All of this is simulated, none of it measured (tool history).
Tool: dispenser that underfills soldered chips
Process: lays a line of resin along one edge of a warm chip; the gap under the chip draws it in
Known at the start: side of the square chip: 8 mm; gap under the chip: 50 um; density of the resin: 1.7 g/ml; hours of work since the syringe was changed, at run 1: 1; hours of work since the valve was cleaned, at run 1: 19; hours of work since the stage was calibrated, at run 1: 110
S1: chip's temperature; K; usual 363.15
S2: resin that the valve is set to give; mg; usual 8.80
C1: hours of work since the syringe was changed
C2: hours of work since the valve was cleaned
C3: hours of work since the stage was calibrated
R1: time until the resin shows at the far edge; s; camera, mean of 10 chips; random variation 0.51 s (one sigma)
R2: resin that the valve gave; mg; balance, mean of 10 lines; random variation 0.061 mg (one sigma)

run	hour	S1	S2	C1	C2	C3	R1	R2
1	0.0	363.15	8.80	1	19	110	44.5	8.63
2	4.0	363.15	8.80	4	22	113	50.8	8.63
3	8.0	363.15	8.80	6	25	115	58.8	8.55
# hour 11.0: new syringe of resin
4	12.3	363.15	8.80	1	28	118	45.3	8.61
5	15.3	363.15	8.80	3	30	121	50.2	8.52
6	19.0	363.15	8.80	6	33	123	58.3	8.59
# hour 22.5: new syringe of resin
7	23.8	363.15	8.80	1	36	127	44.5	8.48
8	29.1	363.15	8.92	5	40	130	54.1	8.57
9	33.7	363.15	8.92	8	43	134	63.8	8.61
# hour 34.4: new syringe of resin
10	38.1	363.15	8.92	3	46	137	49.9	8.58
11	40.6	363.15	8.80	5	48	139	54.1	8.39
12	44.1	363.15	9.46	7	51	141	60.0	8.95
# hour 46.1: new syringe of resin
13	49.6	363.15	9.46	3	55	145	49.8	9.02
14	53.5	363.15	9.46	5	58	148	55.2	8.99
# hour 56.8: dispensing valve cleaned and set on the balance
15	58.0	375.15	10.15	8	1	151	37.1	10.19
# hour 58.7: new syringe of resin
16	62.2	363.15	8.80	3	4	153	50.0	8.85
17	65.1	370.15	9.65	5	6	156	39.4	9.55
18	67.7	368.15	7.59	7	8	157	49.4	7.46
# hour 70.6: new syringe of resin
19	73.2	361.15	9.94	2	12	161	52.3	9.91
20	76.4	352.15	8.60	4	14	164	91.1	8.46
21	80.7	352.15	8.60	7	17	167	102.7	8.52
# hour 82.3: new syringe of resin
22	86.5	352.15	8.60	3	21	171	85.5	8.49
23	89.5	352.15	8.60	5	23	173	94.1	8.38

3 ways to go on from here, each from the tool as it stands after run 23. What would each give?
# hour 93.7: new syringe of resin
A	93.7	353.15	7.97	0	26	176	?	?
# hour 93.7: new syringe of resin
B	93.7	363.15	8.22	0	26	176	?	?
# hour 93.7: new syringe of resin
C	93.7	366.15	8.60	0	26	176	?	?

run	R1	R2
A	72.8	7.76
B	45.4	8.11
C	39.0	8.40
Without the tool's hidden state the same runs would have given:
run	R1	R2
A	67.4	7.92
B	42.3	8.28
C	36.4	8.58

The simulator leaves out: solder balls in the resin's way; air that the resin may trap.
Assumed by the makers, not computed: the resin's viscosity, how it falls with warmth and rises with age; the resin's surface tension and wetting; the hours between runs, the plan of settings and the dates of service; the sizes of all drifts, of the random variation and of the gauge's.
